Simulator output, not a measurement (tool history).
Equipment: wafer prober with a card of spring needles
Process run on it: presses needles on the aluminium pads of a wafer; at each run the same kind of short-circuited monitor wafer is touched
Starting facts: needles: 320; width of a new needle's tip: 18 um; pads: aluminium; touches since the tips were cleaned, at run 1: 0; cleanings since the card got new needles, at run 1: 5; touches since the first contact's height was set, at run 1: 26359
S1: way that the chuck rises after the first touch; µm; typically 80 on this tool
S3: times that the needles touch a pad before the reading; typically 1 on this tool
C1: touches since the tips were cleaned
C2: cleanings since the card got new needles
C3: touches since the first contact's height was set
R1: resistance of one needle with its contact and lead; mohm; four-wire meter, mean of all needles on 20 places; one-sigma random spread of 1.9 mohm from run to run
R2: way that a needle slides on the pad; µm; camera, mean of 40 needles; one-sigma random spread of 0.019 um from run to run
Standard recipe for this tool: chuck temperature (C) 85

{"run": 1, "hour": 0.0, "S1": 80, "chuck temperature (C)": 85, "S3": 1, "C1": 0, "C2": 5, "C3": 26359, "R1": 208, "R2": 19.18}
{"run": 2, "hour": 9.2, "S1": 80, "chuck temperature (C)": 85, "S3": 1, "C1": 1847, "C2": 5, "C3": 28206, "R1": 208, "R2": 19.23}
{"hour": 22.7, "done": "tips cleaned on abrasive film"}
{"run": 3, "hour": 22.7, "S1": 80, "chuck temperature (C)": 85, "S3": 1, "C1": 0, "C2": 6, "C3": 30913, "R1": 207, "R2": 19.22}
{"run": 4, "hour": 34.9, "S1": 80, "chuck temperature (C)": 85, "S3": 1, "C1": 2451, "C2": 6, "C3": 33364, "R1": 209, "R2": 19.22}
{"hour": 46.4, "done": "tips cleaned on abrasive film"}
{"run": 5, "hour": 46.9, "S1": 80, "chuck temperature (C)": 85, "S3": 1, "C1": 94, "C2": 7, "C3": 35759, "R1": 207, "R2": 19.19}
{"run": 6, "hour": 60.8, "S1": 80, "chuck temperature (C)": 85, "S3": 1, "C1": 2899, "C2": 7, "C3": 38564, "R1": 205, "R2": 19.2}
{"hour": 69.2, "done": "tips cleaned on abrasive film"}
{"run": 7, "hour": 75.4, "S1": 80, "chuck temperature (C)": 85, "S3": 1, "C1": 1248, "C2": 8, "C3": 41490, "R1": 208, "R2": 19.21}
{"run": 8, "hour": 85.8, "S1": 80, "chuck temperature (C)": 85, "S3": 2, "C1": 3340, "C2": 8, "C3": 43582, "R1": 207, "R2": 19.22}
{"hour": 92.9, "done": "tips cleaned on abrasive film"}
{"run": 9, "hour": 94.8, "S1": 80, "chuck temperature (C)": 85, "S3": 2, "C1": 375, "C2": 9, "C3": 45368, "R1": 210, "R2": 19.23}
{"run": 10, "hour": 109.9, "S1": 80, "chuck temperature (C)": 85, "S3": 1, "C1": 3429, "C2": 9, "C3": 48422, "R1": 207, "R2": 19.24}
{"hour": 115.9, "done": "tips cleaned on abrasive film"}
{"run": 11, "hour": 117.2, "S1": 80, "chuck temperature (C)": 85, "S3": 1, "C1": 264, "C2": 10, "C3": 49871, "R1": 208, "R2": 19.23}
{"run": 12, "hour": 129.2, "S1": 80, "chuck temperature (C)": 85, "S3": 1, "C1": 2670, "C2": 10, "C3": 52277, "R1": 207, "R2": 19.21}
{"hour": 139.4, "done": "tips cleaned on abrasive film"}
{"run": 13, "hour": 139.5, "S1": 80, "chuck temperature (C)": 85, "S3": 1, "C1": 29, "C2": 11, "C3": 54350, "R1": 209, "R2": 19.24}
{"run": 14, "hour": 153.6, "S1": 80, "chuck temperature (C)": 31, "S3": 1, "C1": 2860, "C2": 11, "C3": 57181, "R1": 192, "R2": 19.24}
{"hour": 162.4, "done": "tips cleaned on abrasive film"}
{"run": 15, "hour": 169.3, "S1": 65, "chuck temperature (C)": 31, "S3": 1, "C1": 1383, "C2": 12, "C3": 60318, "R1": 194, "R2": 15.62}
{"hour": 174.5, "done": "height of the first contact set anew"}
{"run": 16, "hour": 179.1, "S1": 82, "chuck temperature (C)": 31, "S3": 1, "C1": 3308, "C2": 12, "C3": 934, "R1": 193, "R2": 19.8}
{"hour": 185.8, "done": "tips cleaned on abrasive film"}
{"run": 17, "hour": 188.7, "S1": 82, "chuck temperature (C)": 31, "S3": 1, "C1": 585, "C2": 13, "C3": 2836, "R1": 197, "R2": 19.74}
{"run": 18, "hour": 199.8, "S1": 79, "chuck temperature (C)": 85, "S3": 3, "C1": 2825, "C2": 13, "C3": 5076, "R1": 207, "R2": 19.03}
{"run": 19, "hour": 206.9, "S1": 64, "chuck temperature (C)": 95, "S3": 1, "C1": 4264, "C2": 13, "C3": 6515, "R1": 213, "R2": 15.42}
{"hour": 209.4, "done": "tips cleaned on abrasive film"}
{"run": 20, "hour": 216.8, "S1": 65, "chuck temperature (C)": 33, "S3": 2, "C1": 1482, "C2": 14, "C3": 8477, "R1": 200, "R2": 15.65}
{"run": 21, "hour": 231.6, "S1": 65, "chuck temperature (C)": 33, "S3": 2, "C1": 4469, "C2": 14, "C3": 11464, "R1": 199, "R2": 15.7}
{"hour": 232.5, "done": "tips cleaned on abrasive film"}
{"run": 22, "hour": 241.2, "S1": 87, "chuck temperature (C)": 43, "S3": 2, "C1": 1759, "C2": 15, "C3": 13386, "R1": 199, "R2": 20.96}
{"run": 23, "hour": 253.7, "S1": 83, "chuck temperature (C)": 43, "S3": 1, "C1": 4265, "C2": 15, "C3": 15892, "R1": 198, "R2": 20.02}
{"hour": 255.9, "done": "tips cleaned on abrasive film"}
{"run": 24, "hour": 264.2, "S1": 83, "chuck temperature (C)": 43, "S3": 1, "C1": 1685, "C2": 16, "C3": 17997, "R1": 198, "R2": 20.05}
{"run": 25, "hour": 274.0, "S1": 67, "chuck temperature (C)": 43, "S3": 2, "C1": 3649, "C2": 16, "C3": 19961, "R1": 200, "R2": 16.18}
{"hour": 279.2, "done": "tips cleaned on abrasive film"}
{"run": 26, "hour": 282.2, "S1": 67, "chuck temperature (C)": 43, "S3": 2, "C1": 600, "C2": 17, "C3": 21597, "R1": 200, "R2": 16.16}
{"run": 27, "hour": 290.7, "S1": 67, "chuck temperature (C)": 43, "S3": 2, "C1": 2318, "C2": 17, "C3": 23315, "R1": 199, "R2": 16.19}
{"hour": 301.9, "done": "tips cleaned on abrasive film"}
{"run": 28, "hour": 303.3, "S1": 67, "chuck temperature (C)": 102, "S3": 2, "C1": 269, "C2": 18, "C3": 25819, "R1": 213, "R2": 16.16}
{"run": 29, "hour": 312.1, "S1": 76, "chuck temperature (C)": 34, "S3": 2, "C1": 2049, "C2": 18, "C3": 27599, "R1": 199, "R2": 18.34}
{"hour": 324.9, "done": "tips cleaned on abrasive film"}
{"run": 30, "hour": 326.7, "S1": 78, "chuck temperature (C)": 57, "S3": 2, "C1": 358, "C2": 19, "C3": 30519, "R1": 200, "R2": 18.86}
{"run": 31, "hour": 339.8, "S1": 78, "chuck temperature (C)": 57, "S3": 2, "C1": 3003, "C2": 19, "C3": 33164, "R1": 198, "R2": 18.82}
{"hour": 344.3, "done": "gauge calibrated"}
{"hour": 347.6, "done": "tips cleaned on abrasive film"}
{"run": 32, "hour": 348.6, "S1": 72, "chuck temperature (C)": 33, "S3": 1, "C1": 203, "C2": 20, "C3": 34922, "R1": 195, "R2": 17.26}
{"run": 33, "hour": 362.0, "S1": 99, "chuck temperature (C)": 43, "S3": 1, "C1": 2901, "C2": 20, "C3": 37620, "R1": 195, "R2": 23.77}

5 ways to go on from here, each from the tool as it stands after run 33. What would each give?
{"hour": 371.4, "done": "tips cleaned on abrasive film"}
{"run": "A", "hour": 372.4, "S1": 77, "chuck temperature (C)": 52, "S3": 2, "C1": 210, "C2": 21, "C3": 39697, "R1": "?", "R2": "?"}
{"hour": 371.4, "done": "tips cleaned on abrasive film"}
{"run": "B", "hour": 372.4, "S1": 91, "chuck temperature (C)": 121, "S3": 2, "C1": 210, "C2": 21, "C3": 39697, "R1": "?", "R2": "?"}
{"hour": 371.4, "done": "tips cleaned on abrasive film"}
{"run": "C", "hour": 372.4, "S1": 80, "chuck temperature (C)": 85, "S3": 1, "C1": 210, "C2": 21, "C3": 39697, "R1": "?", "R2": "?"}
{"hour": 371.4, "done": "tips cleaned on abrasive film"}
{"run": "D", "hour": 372.4, "S1": 97, "chuck temperature (C)": 46, "S3": 2, "C1": 210, "C2": 21, "C3": 39697, "R1": "?", "R2": "?"}
{"hour": 371.4, "done": "tips cleaned on abrasive film"}
{"run": "E", "hour": 372.4, "S1": 91, "chuck temperature (C)": 85, "S3": 2, "C1": 210, "C2": 21, "C3": 39697, "R1": "?", "R2": "?"}

run=A R1=201 R2=18.48
run=B R1=211 R2=21.85
run=C R1=209 R2=19.17
run=D R1=198 R2=23.3
run=E R1=208 R2=21.83
What these runs would have given with no unlogged condition in the tool:
run=A R1=201 R2=18.47
run=B R1=211 R2=21.85
run=C R1=209 R2=19.16
run=D R1=198 R2=23.29
run=E R1=208 R2=21.83
